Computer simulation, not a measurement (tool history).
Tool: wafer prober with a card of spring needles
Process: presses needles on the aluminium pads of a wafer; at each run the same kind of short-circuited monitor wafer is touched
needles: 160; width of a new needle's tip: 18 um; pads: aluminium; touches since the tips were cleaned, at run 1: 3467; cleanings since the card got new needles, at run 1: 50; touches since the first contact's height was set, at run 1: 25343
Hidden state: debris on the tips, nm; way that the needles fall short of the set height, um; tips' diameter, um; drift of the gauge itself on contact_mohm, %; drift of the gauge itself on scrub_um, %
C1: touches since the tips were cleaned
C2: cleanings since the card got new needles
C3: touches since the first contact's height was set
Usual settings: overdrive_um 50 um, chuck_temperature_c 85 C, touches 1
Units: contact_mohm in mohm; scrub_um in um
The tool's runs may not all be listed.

Run 1, day 0.000: usual settings; C1 3467; C2 50; C3 25343. Result: contact_mohm 349 mohm, scrub_um 11.64 um.
At day 0.104: tips cleaned on abrasive film.
At day 0.617: tips cleaned on abrasive film.
At day 1.125: tips cleaned on abrasive film.
At day 1.638: tips cleaned on abrasive film.
At day 2.146: tips cleaned on abrasive film.
At day 2.621: tips cleaned on abrasive film.
Run 2, day 2.621: usual settings; C1 0; C2 56; C3 48728. Result: contact_mohm 265 mohm, scrub_um 11.50 um.
At day 3.133: tips cleaned on abrasive film.
At day 3.642: tips cleaned on abrasive film.
At day 4.154: tips cleaned on abrasive film.
At day 4.662: tips cleaned on abrasive film.
Run 3, day 4.871: usual settings; C1 1851; C2 60; C3 68809. Result: contact_mohm 310 mohm, scrub_um 11.42 um.
At day 5.075: tips cleaned on abrasive film.
At day 5.588: tips cleaned on abrasive film.
At day 5.996: tips cleaned on abrasive film.
At day 6.504: tips cleaned on abrasive film.
At day 7.017: tips cleaned on abrasive film.
Run 4, day 7.296: usual settings; C1 2521; C2 65; C3 90462. Result: contact_mohm 348 mohm, scrub_um 11.37 um.
At day 7.504: tips cleaned on abrasive film.
At day 8.012: tips cleaned on abrasive film.
At day 8.421: tips cleaned on abrasive film.
At day 8.433: height of the first contact set anew.
Run 5, day 8.742: usual settings; C1 2748; C2 68; C3 2748. Result: contact_mohm 337 mohm, scrub_um 11.86 um.
At day 8.846: tips cleaned on abrasive film.
At day 9.354: tips cleaned on abrasive film.
At day 9.867: tips cleaned on abrasive film.
At day 10.375: tips cleaned on abrasive film.
At day 10.888: tips cleaned on abrasive film.
At day 11.296: tips cleaned on abrasive film.
Run 6, day 11.388: usual settings; C1 836; C2 74; C3 26373. Result: contact_mohm 303 mohm, scrub_um 11.86 um.
At day 11.796: tips cleaned on abrasive film.
At day 12.308: tips cleaned on abrasive film.
At day 12.717: tips cleaned on abrasive film.
At day 13.229: tips cleaned on abrasive film.
At day 13.738: tips cleaned on abrasive film.
Run 7, day 14.029: usual settings; C1 2630; C2 79; C3 49968. Result: contact_mohm 340 mohm, scrub_um 11.51 um.
At day 14.238: tips cleaned on abrasive film.
At day 14.746: tips cleaned on abrasive film.
At day 15.258: tips cleaned on abrasive film.
At day 15.767: tips cleaned on abrasive film.
Run 8, day 15.821: usual settings; C1 488; C2 83; C3 65952. Result: contact_mohm 288 mohm, scrub_um 11.51 um.
At day 16.233: tips cleaned on abrasive film.
At day 16.742: tips cleaned on abrasive film.
At day 17.254: tips cleaned on abrasive film.
At day 17.762: tips cleaned on abrasive film.
At day 18.221: tips cleaned on abrasive film.
Run 9, day 18.221: usual settings but overdrive_um 37 um, chuck_temperature_c 43 C, touches 2; C1 0; C2 88; C3 87372. Result: contact_mohm 276 mohm, scrub_um 8.15 um.
At day 18.733: tips cleaned on abrasive film.
At day 19.242: tips cleaned on abrasive film.
At day 19.662: height of the first contact set anew.
At day 19.767: tips cleaned on abrasive film.
Run 10, day 20.008: usual settings but chuck_temperature_c 47 C; C1 2188; C2 91; C3 3099. Result: contact_mohm 324 mohm, scrub_um 11.77 um.
At day 20.217: tips cleaned on abrasive film.
At day 20.725: tips cleaned on abrasive film.
At day 21.238: tips cleaned on abrasive film.
At day 21.733: tips cleaned on abrasive film.
Run 11, day 21.733: usual settings but overdrive_um 34 um, touches 2; C1 0; C2 95; C3 18461. Result: contact_mohm 294 mohm, scrub_um 7.83 um.
At day 22.242: tips cleaned on abrasive film.
At day 22.754: tips cleaned on abrasive film.
At day 23.262: tips cleaned on abrasive film.
Run 12, day 23.358: usual settings but overdrive_um 48 um, chuck_temperature_c 58 C, touches 2; C1 869; C2 98; C3 33003. Result: contact_mohm 274 mohm, scrub_um 11.16 um.
At day 23.771: tips cleaned on abrasive film.
At day 24.279: tips cleaned on abrasive film.
At day 24.688: tips cleaned on abrasive film.
Run 13, day 24.871: usual settings but overdrive_um 56 um, chuck_temperature_c 58 C, touches 2; C1 1656; C2 101; C3 46509. Result: contact_mohm 273 mohm, scrub_um 12.84 um.
At day 25.179: tips cleaned on abrasive film.
At day 25.692: tips cleaned on abrasive film.
At day 26.200: tips cleaned on abrasive film.
At day 26.712: tips cleaned on abrasive film.
Run 14, day 26.771: usual settings but overdrive_um 48 um, chuck_temperature_c 70 C; C1 521; C2 105; C3 63437. Result: contact_mohm 290 mohm, scrub_um 10.87 um.
At day 27.179: tips cleaned on abrasive film.
At day 27.688: tips cleaned on abrasive film.
At day 28.162: tips cleaned on abrasive film.
Run 15, day 28.162: usual settings but overdrive_um 37 um, chuck_temperature_c 33 C, touches 3; C1 0; C2 108; C3 75857. Result: contact_mohm 267 mohm, scrub_um 8.33 um.
At day 28.671: tips cleaned on abrasive film.
At day 29.183: tips cleaned on abrasive film.
Run 16, day 29.504: usual settings but overdrive_um 33 um, chuck_temperature_c 38 C; C1 2912; C2 110; C3 87884. Result: contact_mohm 517 mohm, scrub_um 7.33 um.

The same runs without the tool's hidden state, with the same run-to-run variation:
run  contact_mohm  scrub_um
  1           252     11.77
  2           250     11.78
  3           246     11.78
  4           251     11.86
  5           248     11.86
  6           256     12.03
  7           252     11.80
  8           254     11.90
  9           253      8.66
 10           238     11.80
 11           268      7.96
 12           242     11.37
 13           236     13.11
 14           248     11.24
 15           246      8.78
 16           251      7.83

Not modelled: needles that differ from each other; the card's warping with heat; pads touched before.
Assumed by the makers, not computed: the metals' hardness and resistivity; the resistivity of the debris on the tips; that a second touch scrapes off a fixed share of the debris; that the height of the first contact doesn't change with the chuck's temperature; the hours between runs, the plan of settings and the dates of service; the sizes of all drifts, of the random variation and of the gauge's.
